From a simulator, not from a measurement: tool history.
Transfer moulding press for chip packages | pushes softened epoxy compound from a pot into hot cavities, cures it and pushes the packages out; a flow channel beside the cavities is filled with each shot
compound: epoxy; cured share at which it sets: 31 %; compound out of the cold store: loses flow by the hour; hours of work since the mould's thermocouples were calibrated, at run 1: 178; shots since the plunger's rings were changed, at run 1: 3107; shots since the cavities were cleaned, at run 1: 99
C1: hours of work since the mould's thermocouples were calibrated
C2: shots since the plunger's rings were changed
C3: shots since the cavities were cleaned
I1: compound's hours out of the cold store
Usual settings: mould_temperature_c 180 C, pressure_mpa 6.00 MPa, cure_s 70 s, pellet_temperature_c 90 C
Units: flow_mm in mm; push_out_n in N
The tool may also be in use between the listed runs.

{"run": 1, "hour": 0.0, "mould_temperature_c": 180, "pressure_mpa": 6.0, "cure_s": 70, "pellet_temperature_c": 90, "C1": 178, "C2": 3107, "C3": 99, "I1": 33.1, "flow_mm": 535, "push_out_n": 566}
{"hour": 47.5, "done": "cavities cleaned with cleaning compound and waxed"}
{"run": 2, "hour": 56.4, "mould_temperature_c": 180, "pressure_mpa": 5.69, "cure_s": 70, "pellet_temperature_c": 90, "C1": 202, "C2": 3693, "C3": 95, "I1": 12.9, "flow_mm": 562, "push_out_n": 604}
{"run": 3, "hour": 93.9, "mould_temperature_c": 180, "pressure_mpa": 5.69, "cure_s": 70, "pellet_temperature_c": 90, "C1": 218, "C2": 4095, "C3": 497, "I1": 14.1, "flow_mm": 557, "push_out_n": 615}
{"hour": 104.6, "done": "cavities cleaned with cleaning compound and waxed"}
{"hour": 138.0, "done": "plunger's sealing rings changed"}
{"run": 4, "hour": 152.0, "mould_temperature_c": 180, "pressure_mpa": 6.22, "cure_s": 70, "pellet_temperature_c": 90, "C1": 241, "C2": 149, "C3": 480, "I1": 17.1, "flow_mm": 582, "push_out_n": 619}
{"hour": 163.4, "done": "cavities cleaned with cleaning compound and waxed"}
{"run": 5, "hour": 186.7, "mould_temperature_c": 180, "pressure_mpa": 6.22, "cure_s": 70, "pellet_temperature_c": 90, "C1": 255, "C2": 504, "C3": 249, "I1": 44.8, "flow_mm": 520, "push_out_n": 544}
{"run": 6, "hour": 213.5, "mould_temperature_c": 180, "pressure_mpa": 6.22, "cure_s": 70, "pellet_temperature_c": 90, "C1": 266, "C2": 791, "C3": 536, "I1": 46.7, "flow_mm": 516, "push_out_n": 563}
{"hour": 217.8, "done": "cavities cleaned with cleaning compound and waxed"}
{"run": 7, "hour": 248.6, "mould_temperature_c": 180, "pressure_mpa": 6.22, "cure_s": 70, "pellet_temperature_c": 90, "C1": 281, "C2": 1150, "C3": 330, "I1": 41.5, "flow_mm": 521, "push_out_n": 567}
{"hour": 271.6, "done": "cavities cleaned with cleaning compound and waxed"}
{"run": 8, "hour": 301.9, "mould_temperature_c": 180, "pressure_mpa": 6.22, "cure_s": 70, "pellet_temperature_c": 90, "C1": 303, "C2": 1704, "C3": 324, "I1": 16.0, "flow_mm": 579, "push_out_n": 603}
{"hour": 326.8, "done": "cavities cleaned with cleaning compound and waxed"}
{"run": 9, "hour": 345.2, "mould_temperature_c": 180, "pressure_mpa": 6.22, "cure_s": 70, "pellet_temperature_c": 90, "C1": 321, "C2": 2151, "C3": 197, "I1": 18.0, "flow_mm": 573, "push_out_n": 596}
{"run": 10, "hour": 373.7, "mould_temperature_c": 180, "pressure_mpa": 6.22, "cure_s": 70, "pellet_temperature_c": 90, "C1": 333, "C2": 2455, "C3": 501, "I1": 38.1, "flow_mm": 535, "push_out_n": 563}
{"hour": 381.3, "done": "cavities cleaned with cleaning compound and waxed"}
{"run": 11, "hour": 408.3, "mould_temperature_c": 180, "pressure_mpa": 6.0, "cure_s": 70, "pellet_temperature_c": 90, "C1": 347, "C2": 2810, "C3": 289, "I1": 20.9, "flow_mm": 560, "push_out_n": 582}
{"hour": 435.0, "done": "cavities cleaned with cleaning compound and waxed"}
{"run": 12, "hour": 448.7, "mould_temperature_c": 180, "pressure_mpa": 6.0, "cure_s": 70, "pellet_temperature_c": 90, "C1": 364, "C2": 3225, "C3": 146, "I1": 17.4, "flow_mm": 570, "push_out_n": 612}
{"hour": 488.0, "done": "cavities cleaned with cleaning compound and waxed"}
{"run": 13, "hour": 495.0, "mould_temperature_c": 180, "pressure_mpa": 6.0, "cure_s": 70, "pellet_temperature_c": 90, "C1": 383, "C2": 3705, "C3": 75, "I1": 38.0, "flow_mm": 522, "push_out_n": 566}
{"run": 14, "hour": 522.6, "mould_temperature_c": 180, "pressure_mpa": 6.0, "cure_s": 70, "pellet_temperature_c": 90, "C1": 395, "C2": 4000, "C3": 370, "I1": 32.8, "flow_mm": 529, "push_out_n": 577}
{"hour": 542.1, "done": "cavities cleaned with cleaning compound and waxed"}
{"run": 15, "hour": 550.8, "mould_temperature_c": 180, "pressure_mpa": 5.66, "cure_s": 58, "pellet_temperature_c": 90, "C1": 406, "C2": 4285, "C3": 93, "I1": 23.9, "flow_mm": 538, "push_out_n": 934}
{"hour": 573.9, "done": "plunger's sealing rings changed"}
{"hour": 600.5, "done": "cavities cleaned with cleaning compound and waxed"}
{"run": 16, "hour": 609.6, "mould_temperature_c": 174, "pressure_mpa": 5.66, "cure_s": 58, "pellet_temperature_c": 97, "C1": 429, "C2": 365, "C3": 97, "I1": 28.3, "flow_mm": 532, "push_out_n": 1234}
{"run": 17, "hour": 646.4, "mould_temperature_c": 174, "pressure_mpa": 5.08, "cure_s": 92, "pellet_temperature_c": 80, "C1": 445, "C2": 759, "C3": 491, "I1": 43.6, "flow_mm": 480, "push_out_n": 472}
{"hour": 655.7, "done": "cavities cleaned with cleaning compound and waxed"}
{"run": 18, "hour": 671.2, "mould_temperature_c": 174, "pressure_mpa": 5.08, "cure_s": 92, "pellet_temperature_c": 80, "C1": 455, "C2": 1008, "C3": 166, "I1": 32.0, "flow_mm": 500, "push_out_n": 475}
{"run": 19, "hour": 696.9, "mould_temperature_c": 188, "pressure_mpa": 4.77, "cure_s": 92, "pellet_temperature_c": 80, "C1": 466, "C2": 1282, "C3": 440, "I1": 19.7, "flow_mm": 493, "push_out_n": 345}
{"hour": 711.9, "done": "cavities cleaned with cleaning compound and waxed"}
{"run": 20, "hour": 752.8, "mould_temperature_c": 188, "pressure_mpa": 4.77, "cure_s": 92, "pellet_temperature_c": 80, "C1": 489, "C2": 1864, "C3": 437, "I1": 13.4, "flow_mm": 505, "push_out_n": 357}
{"hour": 761.5, "done": "mould's thermocouples calibrated"}
{"hour": 769.8, "done": "cavities cleaned with cleaning compound and waxed"}
{"run": 21, "hour": 795.5, "mould_temperature_c": 188, "pressure_mpa": 4.77, "cure_s": 92, "pellet_temperature_c": 80, "C1": 14, "C2": 2284, "C3": 275, "I1": 9.3, "flow_mm": 511, "push_out_n": 337}
{"hour": 826.2, "done": "cavities cleaned with cleaning compound and waxed"}
{"run": 22, "hour": 827.2, "mould_temperature_c": 188, "pressure_mpa": 4.77, "cure_s": 92, "pellet_temperature_c": 80, "C1": 27, "C2": 2606, "C3": 10, "I1": 36.5, "flow_mm": 457, "push_out_n": 330}
{"run": 23, "hour": 849.9, "mould_temperature_c": 188, "pressure_mpa": 4.77, "cure_s": 92, "pellet_temperature_c": 80, "C1": 36, "C2": 2849, "C3": 253, "I1": 34.9, "flow_mm": 465, "push_out_n": 347}
{"hour": 882.1, "done": "cavities cleaned with cleaning compound and waxed"}
{"run": 24, "hour": 901.1, "mould_temperature_c": 188, "pressure_mpa": 4.77, "cure_s": 92, "pellet_temperature_c": 80, "C1": 58, "C2": 3381, "C3": 204, "I1": 17.5, "flow_mm": 491, "push_out_n": 341}
{"hour": 934.9, "done": "cavities cleaned with cleaning compound and waxed"}
{"run": 25, "hour": 940.0, "mould_temperature_c": 180, "pressure_mpa": 5.24, "cure_s": 70, "pellet_temperature_c": 93, "C1": 74, "C2": 3780, "C3": 54, "I1": 16.6, "flow_mm": 535, "push_out_n": 576}
{"hour": 990.2, "done": "cavities cleaned with cleaning compound and waxed"}
{"run": 26, "hour": 990.2, "mould_temperature_c": 187, "pressure_mpa": 6.0, "cure_s": 109, "pellet_temperature_c": 90, "C1": 94, "C2": 4301, "C3": 0, "I1": 23.9, "flow_mm": 537, "push_out_n": 342}

4 ways to go on from here, each from the tool as it stands after run 26. What would each give?
{"hour": 1013.2, "done": "plunger's sealing rings changed"}
{"run": "A", "hour": 1023.0, "mould_temperature_c": 179, "pressure_mpa": 5.33, "cure_s": 71, "pellet_temperature_c": 90, "C1": 107, "C2": 104, "C3": 324, "I1": 8.0, "flow_mm": "?", "push_out_n": "?"}
{"hour": 1013.2, "done": "plunger's sealing rings changed"}
{"run": "B", "hour": 1023.0, "mould_temperature_c": 187, "pressure_mpa": 5.22, "cure_s": 86, "pellet_temperature_c": 92, "C1": 107, "C2": 104, "C3": 324, "I1": 27.3, "flow_mm": "?", "push_out_n": "?"}
{"hour": 1013.2, "done": "plunger's sealing rings changed"}
{"run": "C", "hour": 1023.0, "mould_temperature_c": 174, "pressure_mpa": 6.0, "cure_s": 109, "pellet_temperature_c": 90, "C1": 107, "C2": 104, "C3": 324, "I1": 37.3, "flow_mm": "?", "push_out_n": "?"}
{"hour": 1013.2, "done": "plunger's sealing rings changed"}
{"run": "D", "hour": 1023.0, "mould_temperature_c": 180, "pressure_mpa": 6.0, "cure_s": 84, "pellet_temperature_c": 90, "C1": 107, "C2": 104, "C3": 324, "I1": 11.9, "flow_mm": "?", "push_out_n": "?"}

run=A flow_mm=558 push_out_n=643
run=B flow_mm=498 push_out_n=352
run=C flow_mm=532 push_out_n=379
run=D flow_mm=585 push_out_n=412
Without the tool's hidden state the same runs would have given:
run=A flow_mm=558 push_out_n=638
run=B flow_mm=498 push_out_n=350
run=C flow_mm=532 push_out_n=376
run=D flow_mm=585 push_out_n=409

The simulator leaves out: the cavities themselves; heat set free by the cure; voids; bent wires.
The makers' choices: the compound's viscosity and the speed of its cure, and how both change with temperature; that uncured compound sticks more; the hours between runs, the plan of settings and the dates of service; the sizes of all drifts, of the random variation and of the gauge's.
